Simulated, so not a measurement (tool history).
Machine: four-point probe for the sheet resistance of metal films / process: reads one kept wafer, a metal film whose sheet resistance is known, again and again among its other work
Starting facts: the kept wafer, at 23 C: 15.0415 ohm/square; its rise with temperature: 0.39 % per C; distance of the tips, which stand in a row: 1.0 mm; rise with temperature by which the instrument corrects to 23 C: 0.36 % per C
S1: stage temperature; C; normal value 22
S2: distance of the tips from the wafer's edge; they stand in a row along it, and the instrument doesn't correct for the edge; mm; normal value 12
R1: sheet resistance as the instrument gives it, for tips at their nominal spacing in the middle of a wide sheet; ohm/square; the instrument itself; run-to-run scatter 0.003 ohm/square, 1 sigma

run,hour,S1,S2,R1
1,0.0,22,12,15.091349
2,13.2,22,12,15.091100
3,26.0,22,12,15.095077
4,42.8,22,8,15.158878
5,60.6,22,4,15.519488
6,77.6,22,4,15.529963
7,90.1,22,8,15.162699
8,106.7,34,8,15.208361
9,120.4,34,8,15.210463
10,137.8,34,8,15.214047
11,153.6,22,12,15.088139
12,167.9,22,12,15.086982
13,186.2,22,6,15.251138
14,199.4,22,6,15.255248
15,207.5,22,6,15.259366
16,218.3,22,6,15.257613
17,226.5,19,12,15.079462
18,242.6,19,12,15.081784
19,255.8,24,12,15.098669
20,263.2,24,12,15.100259
21,280.5,24,12,15.098137
22,290.9,24,12,15.099588
23,299.7,28,17,15.087648
24,317.6,28,17,15.084917
25,327.1,31,34,15.075633
26,342.3,29,7,15.220580
27,353.5,34,10,15.161981
28,362.9,27,16,15.083813
29,378.9,27,16,15.086270
30,390.8,27,16,15.086426
31,401.5,20,65,15.026393
32,415.9,20,65,15.022753
33,424.7,20,16,15.058987
34,439.3,31,21,15.082325
35,457.0,26,4,15.537632
36,471.4,33,12,15.134179
37,489.3,33,12,15.135836
38,498.4,35,53,15.082968
# hour 507.5: stage's thermometer calibrated
39,514.6,35,53,15.038735
40,530.5,29,44,15.018276
41,548.1,26,5,15.318005
42,562.6,28,69,15.009211
43,577.0,28,69,15.011771
44,585.5,21,19,15.003744

Predict each of these 3 candidate next runs independently; none follows another, all start after run 44:
A,594.1,27,6,?
B,594.1,22,41,?
C,594.1,22,4,?

run,R1
A,15.230999
B,14.983639
C,15.470297
The same runs, with their run-to-run variation unchanged, on a tool lacking any hidden condition would have given:
run,R1
A,15.285938
B,15.037768
C,15.526045
